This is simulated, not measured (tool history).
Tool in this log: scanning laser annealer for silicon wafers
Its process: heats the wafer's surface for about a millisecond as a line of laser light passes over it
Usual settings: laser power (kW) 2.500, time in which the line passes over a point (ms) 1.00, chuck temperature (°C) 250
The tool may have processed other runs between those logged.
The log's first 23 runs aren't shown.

run	hour	laser power (kW)	time in which the line passes over a point (ms)	chuck temperature (°C)	highest temperature of the surface (°C)
24	369.3	2.500	0.87	250	930
25	390.6	2.197	0.87	234	831
26	399.6	2.197	1.12	234	901
27	419.3	2.300	1.02	211	878
# hour 423.3: laser's power meter calibrated
28	441.5	2.603	1.07	253	1035
29	451.6	2.510	1.01	277	1007
30	470.1	2.373	0.75	212	815
# hour 477.0: laser's power meter calibrated, once more
31	486.1	2.373	0.75	212	817
32	495.2	2.500	0.75	240	876
33	504.5	2.688	1.12	228	1051
34	515.8	2.688	1.12	228	1047
35	535.3	2.271	1.13	250	943
36	548.9	2.570	0.87	253	953
37	567.7	2.335	1.01	219	900
# hour 580.0: window over the wafer cleaned
38	584.2	2.500	1.00	252	988
39	595.0	2.239	0.84	277	885
40	607.1	2.584	0.83	252	952
41	625.5	2.584	0.83	252	951

Alternative continuations, all from the tool just after run 41; predict every row:
A	637.7	2.584	1.23	275	?
B	637.7	2.500	1.00	284	?
C	637.7	2.504	1.00	250	?
D	637.7	2.714	0.83	252	?

run	highest temperature of the surface (°C)
A	1107
B	1021
C	985
D	985
Had the tool no hidden state, the same runs would have come out as:
run	highest temperature of the surface (°C)
A	1111
B	1024
C	988
D	988
